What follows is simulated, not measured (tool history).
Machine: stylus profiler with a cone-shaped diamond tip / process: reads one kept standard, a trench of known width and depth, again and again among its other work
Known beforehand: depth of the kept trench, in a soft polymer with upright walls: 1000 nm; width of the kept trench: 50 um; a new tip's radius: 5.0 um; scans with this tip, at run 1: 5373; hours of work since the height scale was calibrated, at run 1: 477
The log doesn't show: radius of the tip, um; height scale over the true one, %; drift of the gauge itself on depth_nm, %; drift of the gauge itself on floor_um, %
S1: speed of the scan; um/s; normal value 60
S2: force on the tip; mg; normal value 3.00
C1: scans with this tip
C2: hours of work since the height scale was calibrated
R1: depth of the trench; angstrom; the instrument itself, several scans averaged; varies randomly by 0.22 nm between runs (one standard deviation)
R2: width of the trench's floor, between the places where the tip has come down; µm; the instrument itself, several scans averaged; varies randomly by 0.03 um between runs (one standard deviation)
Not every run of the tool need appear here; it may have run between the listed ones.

Run 1, hour 0.0: usual settings; C1 5373; C2 477. Result: R1 10075.4 angstrom, R2 42.15 µm.
Run 2, hour 75.6: usual settings but S2 1.26 mg; C1 5854; C2 520. Result: R1 10050.8 angstrom, R2 41.89 µm.
Run 3, hour 125.4: usual settings; C1 6171; C2 548. Result: R1 10077.1 angstrom, R2 41.92 µm.
Run 4, hour 175.8: usual settings; C1 6492; C2 577. Result: R1 10081.0 angstrom, R2 41.91 µm.
Run 5, hour 222.4: usual settings but S1 16 um/s; C1 6789; C2 603. Result: R1 10080.8 angstrom, R2 41.91 µm.
Run 6, hour 308.4: usual settings; C1 7336; C2 652. Result: R1 10083.4 angstrom, R2 41.65 µm.
Run 7, hour 391.6: usual settings; C1 7866; C2 699. Result: R1 10086.5 angstrom, R2 41.57 µm.
Run 8, hour 472.8: usual settings; C1 8383; C2 745. Result: R1 10086.2 angstrom, R2 41.44 µm.
At hour 479.2: height scale calibrated on a step standard.
Run 9, hour 515.1: usual settings; C1 8649; C2 20. Result: R1 10099.8 angstrom, R2 41.37 µm.
Run 10, hour 607.6: usual settings but S1 36 um/s; C1 9238; C2 73. Result: R1 10100.3 angstrom, R2 41.33 µm.
Run 11, hour 702.2: usual settings; C1 9841; C2 126. Result: R1 10107.3 angstrom, R2 41.02 µm.
Run 12, hour 760.1: usual settings; C1 10209; C2 159. Result: R1 10108.6 angstrom, R2 41.04 µm.
Run 13, hour 848.2: usual settings but S1 19 um/s, S2 5.09 mg; C1 10770; C2 209. Result: R1 10139.8 angstrom, R2 40.99 µm.
Run 14, hour 914.1: usual settings but S1 47 um/s, S2 5.29 mg; C1 11190; C2 246. Result: R1 10138.4 angstrom, R2 40.77 µm.
Run 15, hour 967.5: usual settings but S1 47 um/s, S2 5.29 mg; C1 11529; C2 276. Result: R1 10139.9 angstrom, R2 40.78 µm.
At hour 1015.7: height scale calibrated on a step standard, once more.
Run 16, hour 1043.0: usual settings but S1 63 um/s, S2 3.72 mg; C1 12007; C2 15. Result: R1 10071.4 angstrom, R2 40.65 µm.
Run 17, hour 1084.9: usual settings but S1 26 um/s, S2 1.71 mg; C1 12274; C2 39. Result: R1 10045.3 angstrom, R2 40.65 µm.
Run 18, hour 1154.4: usual settings but S1 44 um/s, S2 1.38 mg; C1 12717; C2 78. Result: R1 10043.6 angstrom, R2 40.36 µm.
Run 19, hour 1211.6: usual settings but S1 15 um/s, S2 1.73 mg; C1 13081; C2 111. Result: R1 10049.1 angstrom, R2 40.49 µm.
Run 20, hour 1262.3: usual settings but S1 58 um/s, S2 3.94 mg; C1 13403; C2 139. Result: R1 10077.5 angstrom, R2 40.28 µm.
Run 21, hour 1309.6: usual settings but S1 58 um/s, S2 3.94 mg; C1 13705; C2 166. Result: R1 10082.7 angstrom, R2 40.27 µm.

What would each run have given without the hidden state, its run-to-run variation left as it was?
run       R1     R2
  1  10062.5  43.81
  2  10036.7  43.67
  3  10062.1  43.79
  4  10065.1  43.86
  5  10064.1  43.94
  6  10065.2  43.80
  7  10066.9  43.85
  8  10065.3  43.85
  9  10063.4  43.84
 10  10062.3  43.95
 11  10067.6  43.78
 12  10067.8  43.89
 13  10097.4  43.97
 14  10095.0  43.85
 15  10095.5  43.93
 16  10073.3  43.90
 17  10046.5  43.96
 18  10043.5  43.76
 19  10047.9  43.98
 20  10075.4  43.84
 21  10079.8  43.90
